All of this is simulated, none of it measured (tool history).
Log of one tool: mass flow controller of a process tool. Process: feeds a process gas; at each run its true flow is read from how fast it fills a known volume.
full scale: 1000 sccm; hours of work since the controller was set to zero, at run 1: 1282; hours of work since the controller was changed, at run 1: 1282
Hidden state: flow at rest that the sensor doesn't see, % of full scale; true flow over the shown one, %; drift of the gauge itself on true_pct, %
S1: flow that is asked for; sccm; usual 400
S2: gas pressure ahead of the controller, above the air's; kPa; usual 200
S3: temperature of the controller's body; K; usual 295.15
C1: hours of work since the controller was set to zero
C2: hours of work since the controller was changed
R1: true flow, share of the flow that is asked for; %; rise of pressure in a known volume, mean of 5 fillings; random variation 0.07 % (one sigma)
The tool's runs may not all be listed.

run,hour,S1,S2,S3,C1,C2,R1
1,0.0,400,200,295.15,1282,1282,97.72
2,142.3,400,200,295.15,1329,1329,97.80
3,219.4,400,200,295.15,1354,1354,97.72
4,342.7,400,200,295.15,1394,1394,97.72
5,475.4,400,200,295.15,1437,1437,97.61
6,569.2,400,200,307.15,1468,1468,97.33
7,638.0,400,200,295.15,1490,1490,97.68
8,735.6,400,200,295.15,1522,1522,97.81
9,805.4,400,154,295.15,1545,1545,97.82
10,886.9,400,154,295.15,1571,1571,97.80
11,954.4,400,230,295.15,1593,1593,97.55
12,1017.6,400,230,295.15,1614,1614,97.52
13,1151.1,400,200,298.15,1658,1658,97.42
14,1296.7,400,200,298.15,1705,1705,97.49
15,1402.9,184,200,295.15,1740,1740,96.12
16,1510.8,400,200,310.15,1775,1775,96.97
17,1643.2,400,200,310.15,1818,1818,97.07
18,1707.9,374,200,295.15,1839,1839,97.39
19,1776.0,374,207,295.15,1861,1861,97.33
20,1929.4,374,207,295.15,1912,1912,97.47
21,1994.9,374,207,295.15,1933,1933,97.28
22,2119.4,400,200,296.15,1974,1974,97.56
23,2259.8,400,200,295.15,2019,2019,97.44
24,2350.3,400,200,295.15,2049,2049,97.45
25,2471.5,268,154,295.15,2088,2088,96.88
26,2569.6,268,154,295.15,2120,2120,96.73
27,2689.6,268,154,295.15,2160,2160,96.72
28,2793.5,268,154,295.15,2193,2193,96.77
29,2924.5,268,154,295.15,2236,2236,96.81
30,3066.0,686,200,294.15,2282,2282,98.74
31,3213.3,686,200,294.15,2330,2330,98.52
32,3310.3,686,200,308.15,2362,2362,98.12
33,3394.8,686,200,308.15,2390,2390,98.17
34,3460.5,686,200,308.15,2411,2411,98.26
35,3582.7,479,163,305.15,2451,2451,97.44
36,3700.1,109,276,301.15,2489,2489,93.21
37,3839.7,109,276,301.15,2535,2535,93.18
38,3905.7,109,276,301.15,2556,2556,93.13
39,4029.9,149,170,301.15,2597,2597,94.56
40,4181.3,309,222,295.15,2646,2646,96.57
41,4297.3,309,213,311.15,2684,2684,95.90
42,4361.3,216,172,309.15,2705,2705,95.22
43,4448.7,216,154,294.15,2733,2733,95.81
44,4576.1,250,195,297.15,2775,2775,95.86
45,4713.8,400,200,311.15,2820,2820,96.43
46,4806.4,400,236,308.15,2850,2850,96.43
47,4892.8,674,236,308.15,2878,2878,97.80

The same runs without the tool's hidden state, with the same run-to-run variation:
run,R1
1,98.03
2,98.13
3,98.06
4,98.08
5,98.00
6,97.73
7,98.09
8,98.23
9,98.25
10,98.24
11,98.00
12,97.98
13,97.90
14,98.00
15,97.43
16,97.51
17,97.62
18,98.01
19,97.96
20,98.13
21,97.95
22,98.20
23,98.09
24,98.12
25,97.97
26,97.83
27,97.85
28,97.92
29,97.98
30,99.14
31,98.94
32,98.55
33,98.61
34,98.70
35,98.13
36,96.63
37,96.66
38,96.65
39,97.16
40,97.81
41,97.16
42,97.08
43,97.69
44,97.50
45,97.46
46,97.47
47,98.40
